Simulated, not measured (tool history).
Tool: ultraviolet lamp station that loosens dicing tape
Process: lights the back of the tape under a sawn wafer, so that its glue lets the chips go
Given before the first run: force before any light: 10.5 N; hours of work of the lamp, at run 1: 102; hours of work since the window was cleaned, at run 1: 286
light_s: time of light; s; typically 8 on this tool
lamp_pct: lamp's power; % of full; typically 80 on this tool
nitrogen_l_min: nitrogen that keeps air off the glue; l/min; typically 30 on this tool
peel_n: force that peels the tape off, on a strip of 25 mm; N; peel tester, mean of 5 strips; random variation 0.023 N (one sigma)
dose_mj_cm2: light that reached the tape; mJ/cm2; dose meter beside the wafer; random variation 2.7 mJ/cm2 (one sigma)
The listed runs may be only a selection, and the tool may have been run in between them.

| run | hour | light_s | lamp_pct | nitrogen_l_min | hours of work of the lamp | hours of work since the window was cleaned | peel_n | dose_mj_cm2 |
|---|---|---|---|---|---|---|---|---|
| 1 | 0.0 | 8 | 80 | 30 | 102 | 286 | 1.288 | 341 |
| 2 | 42.1 | 8 | 80 | 30 | 130 | 314 | 1.341 | 337 |
| 3 | 73.7 | 8 | 80 | 30 | 152 | 335 | 1.301 | 336 |
| 4 | 109.4 | 8 | 74 | 30 | 176 | 359 | 1.547 | 309 |
| 5 | 134.3 | 8 | 74 | 30 | 192 | 376 | 1.589 | 305 |
| 6 | 164.0 | 8 | 74 | 30 | 212 | 396 | 1.619 | 303 |
| 7 | 190.8 | 8 | 74 | 30 | 230 | 414 | 1.583 | 300 |
| 8 | 235.8 | 8 | 74 | 30 | 261 | 444 | 1.635 | 298 |
|  | 238.9 | window cleaned of glue's vapour |
| 9 | 278.4 | 8 | 74 | 30 | 289 | 27 | 1.498 | 315 |
| 10 | 303.3 | 8 | 80 | 30 | 306 | 43 | 1.307 | 339 |
| 11 | 325.1 | 8 | 80 | 30 | 320 | 58 | 1.315 | 336 |
| 12 | 369.0 | 8 | 80 | 35 | 350 | 88 | 1.209 | 330 |
| 13 | 415.6 | 8 | 80 | 20 | 381 | 119 | 1.802 | 325 |
| 14 | 458.3 | 8 | 73 | 30 | 410 | 148 | 1.682 | 296 |
| 15 | 491.5 | 8 | 73 | 30 | 432 | 170 | 1.680 | 291 |
| 16 | 525.4 | 8 | 80 | 30 | 455 | 193 | 1.480 | 321 |
| 17 | 547.7 | 8 | 80 | 30 | 470 | 208 | 1.481 | 317 |
| 18 | 581.4 | 8 | 80 | 30 | 493 | 230 | 1.472 | 311 |
| 19 | 608.3 | 8 | 80 | 30 | 511 | 249 | 1.486 | 318 |
| 20 | 649.7 | 12 | 69 | 30 | 539 | 276 | 0.929 | 401 |

Run 21 is up next; what results do you expect?
| 21 | 696.1 | 12 | 69 | 30 | 570 | 308 | ? | ? |

peel_n: 0.922 N
dose_mj_cm2: 395 mJ/cm2
On a tool with no hidden condition, and with the same random variation, this run would have come out at peel_n 0.626 N, dose_mj_cm2 475 mJ/cm2.
